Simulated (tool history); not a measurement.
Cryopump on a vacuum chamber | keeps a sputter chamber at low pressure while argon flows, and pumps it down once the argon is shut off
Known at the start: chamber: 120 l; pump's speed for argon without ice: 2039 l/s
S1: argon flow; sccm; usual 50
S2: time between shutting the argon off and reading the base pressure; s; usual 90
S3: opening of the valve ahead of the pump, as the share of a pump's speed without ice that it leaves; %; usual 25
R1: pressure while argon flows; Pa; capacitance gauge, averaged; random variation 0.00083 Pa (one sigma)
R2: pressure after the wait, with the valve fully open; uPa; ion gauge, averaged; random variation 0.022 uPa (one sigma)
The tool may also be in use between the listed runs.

run 1 hour=0 | S1=50 S2=90 S3=25 | R1=0.1669 R2=2.15
run 2 hour=9.2 | S1=50 S2=90 S3=31 | R1=0.1359 R2=2.15
run 3 hour=17.2 | S1=79 S2=90 S3=25 | R1=0.266 R2=2.12
run 4 hour=25.2 | S1=79 S2=90 S3=25 | R1=0.2652 R2=2.18
run 5 hour=33.1 | S1=50 S2=90 S3=25 | R1=0.1685 R2=2.16
run 6 hour=46.6 | S1=50 S2=90 S3=25 | R1=0.1689 R2=2.17
run 7 hour=56.8 | S1=50 S2=62 S3=25 | R1=0.1696 R2=2.29
run 8 hour=71.2 | S1=50 S2=90 S3=25 | R1=0.1686 R2=2.23
run 9 hour=81 | S1=50 S2=90 S3=25 | R1=0.1693 R2=2.24
run 10 hour=94.3 | S1=50 S2=90 S3=25 | R1=0.1693 R2=2.19
run 11 hour=102 | S1=50 S2=90 S3=19 | R1=0.2205 R2=2.22
run 12 hour=114.3 | S1=50 S2=90 S3=25 | R1=0.1681 R2=2.22
run 13 hour=126.1 | S1=50 S2=90 S3=25 | R1=0.1689 R2=2.21
run 14 hour=139.9 | S1=50 S2=90 S3=25 | R1=0.1685 R2=2.25
run 15 hour=156.3 | S1=50 S2=90 S3=25 | R1=0.1695 R2=2.26
run 16 hour=168.7 | S1=50 S2=90 S3=25 | R1=0.1697 R2=2.23
run 17 hour=181.6 | S1=50 S2=25 S3=25 | R1=0.1704 R2=3.26
run 18 hour=199.1 | S1=33 S2=90 S3=16 | R1=0.1719 R2=2.29
run 19 hour=215.4 | S1=33 S2=90 S3=16 | R1=0.1728 R2=2.21
run 20 hour=232.7 | S1=91 S2=111 S3=16 | R1=0.4811 R2=2.2
run 21 hour=244.5 | S1=47 S2=120 S3=31 | R1=0.1284 R2=2.27
run 22 hour=260 | S1=50 S2=30 S3=25 | R1=0.1696 R2=3.07
run 23 hour=276.9 | S1=50 S2=178 S3=37 | R1=0.1159 R2=2.17
run 24 hour=284.7 | S1=69 S2=42 S3=25 | R1=0.2343 R2=2.78
run 25 hour=300.7 | S1=50 S2=292 S3=53 | R1=0.0833 R2=2.1
run 26 hour=308.6 | S1=21 S2=292 S3=23 | R1=0.0773 R2=2.11
run 27 hour=320.5 | S1=47 S2=215 S3=19 | R1=0.2098 R2=2.14
run 28 hour=328.1 | S1=47 S2=215 S3=19 | R1=0.2083 R2=2.14
run 29 hour=339.2 | S1=26 S2=101 S3=35 | R1=0.0634 R2=2.3
run 30 hour=351.9 | S1=26 S2=101 S3=35 | R1=0.0641 R2=2.37
run 31 hour=363.5 | S1=99 S2=90 S3=25 | R1=0.3369 R2=2.39
run 32 hour=372.8 | S1=82 S2=90 S3=45 | R1=0.1597 R2=2.37
run 33 hour=381.3 | S1=82 S2=90 S3=45 | R1=0.1593 R2=2.4
run 34 hour=394.8 | S1=50 S2=221 S3=25 | R1=0.1703 R2=2.23

The same runs without the tool's hidden state, with the same run-to-run variation:
The hidden state here: pump's speed, % of a pump's without ice; cold plate's temperature, K; leak into the chamber, uPa l/s; drift of the gauge itself on working_pa, %; drift of the gauge itself on base_upa, %.
run=1 R1=0.1646 R2=0.55
run=2 R1=0.1335 R2=0.54
run=3 R1=0.2621 R2=0.52
run=4 R1=0.2613 R2=0.54
run=5 R1=0.1659 R2=0.5
run=6 R1=0.1663 R2=0.54
run=7 R1=0.1668 R2=0.67
run=8 R1=0.1658 R2=0.54
run=9 R1=0.1664 R2=0.55
run=10 R1=0.1663 R2=0.52
run=11 R1=0.2175 R2=0.54
run=12 R1=0.165 R2=0.53
run=13 R1=0.1657 R2=0.53
run=14 R1=0.1652 R2=0.53
run=15 R1=0.1661 R2=0.54
run=16 R1=0.1662 R2=0.53
run=17 R1=0.1668 R2=1.52
run=18 R1=0.1695 R2=0.56
run=19 R1=0.1703 R2=0.49
run=20 R1=0.4739 R2=0.45
run=21 R1=0.1246 R2=0.44
run=22 R1=0.1654 R2=1.3
run=23 R1=0.1117 R2=0.34
run=24 R1=0.2284 R2=0.99
run=25 R1=0.0789 R2=0.27
run=26 R1=0.0755 R2=0.25
run=27 R1=0.2055 R2=0.29
run=28 R1=0.204 R2=0.32
run=29 R1=0.061 R2=0.48
run=30 R1=0.0616 R2=0.49
run=31 R1=0.3273 R2=0.5
run=32 R1=0.1516 R2=0.51
run=33 R1=0.1511 R2=0.52
run=34 R1=0.1652 R2=0.31
